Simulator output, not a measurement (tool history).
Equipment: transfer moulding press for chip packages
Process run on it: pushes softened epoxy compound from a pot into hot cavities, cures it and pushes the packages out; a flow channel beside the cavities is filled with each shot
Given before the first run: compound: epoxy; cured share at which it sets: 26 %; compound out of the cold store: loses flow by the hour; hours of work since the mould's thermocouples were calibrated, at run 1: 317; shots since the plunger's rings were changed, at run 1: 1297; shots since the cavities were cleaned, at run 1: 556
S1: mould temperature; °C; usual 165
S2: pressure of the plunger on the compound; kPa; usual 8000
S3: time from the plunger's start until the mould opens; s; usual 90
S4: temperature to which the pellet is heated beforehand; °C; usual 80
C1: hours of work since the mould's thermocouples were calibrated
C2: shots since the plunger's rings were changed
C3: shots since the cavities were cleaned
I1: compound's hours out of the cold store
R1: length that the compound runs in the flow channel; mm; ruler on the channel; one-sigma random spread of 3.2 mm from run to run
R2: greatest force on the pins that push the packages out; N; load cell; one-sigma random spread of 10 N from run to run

run	hour	S1	S2	S3	S4	C1	C2	C3	I1	R1	R2
1	0	165	8000	90	80	317	1297	556	45.7	596	818
2	13.1	165	8000	90	80	324	1421	680	22.7	657	861
3	34.7	165	8000	90	80	334	1625	884	43.8	604	879
# hour 48.7: cavities cleaned with cleaning compound and waxed
4	57.9	165	8000	90	80	345	1830	87	43.2	603	1035
5	75.5	165	8000	90	80	353	1996	253	18.3	671	1146
6	85.6	165	8000	90	90	358	2091	348	28.6	633	1050
7	97.6	165	8000	90	90	364	2204	461	33.9	629	1059
# hour 111.5: cavities cleaned with cleaning compound and waxed, once more
8	112.2	165	8000	90	80	370	2328	7	20.2	658	502
9	133.3	165	8000	90	80	380	2527	206	42.3	602	630
10	153.3	168	6530	102	73	390	2716	395	20.5	597	551
11	165.1	171	6530	102	76	396	2827	506	18.5	591	574
# hour 177.2: plunger's sealing rings changed
12	178.7	164	9460	102	79	401	14	611	12.9	769	728
13	197.4	164	7850	111	79	410	191	788	11.7	699	698
14	213.3	171	7470	81	87	418	341	938	47.7	573	808
# hour 220.8: cavities cleaned with cleaning compound and waxed
15	235.9	171	7470	81	87	428	540	143	19.6	650	534
16	254.7	164	6110	125	89	437	717	320	8.4	619	506
17	277.3	169	9050	100	89	448	931	534	9	740	566

Measured minus without-hidden-state, run by run (identical run-to-run variation in each term; gauge scatter may differ):
Hidden conditions of the tool in this case: true mould temperature over the reading, C; pressure that reaches the compound, % of what is set; grip of the stained cavities, % over clean ones'; drift of the gauge itself on flow_mm, %; drift of the gauge itself on push_out_n, %.
run	R1	R2
1	-10	+377
2	-13	+425
3	-13	+457
4	-15	+608
5	-18	+675
6	-17	+616
7	-18	+618
8	-19	+55
9	-20	+198
10	-21	+211
11	-21	+240
12	+0	+336
13	-1	+340
14	-2	+415
15	-4	+132
16	-5	+169
17	-9	+242
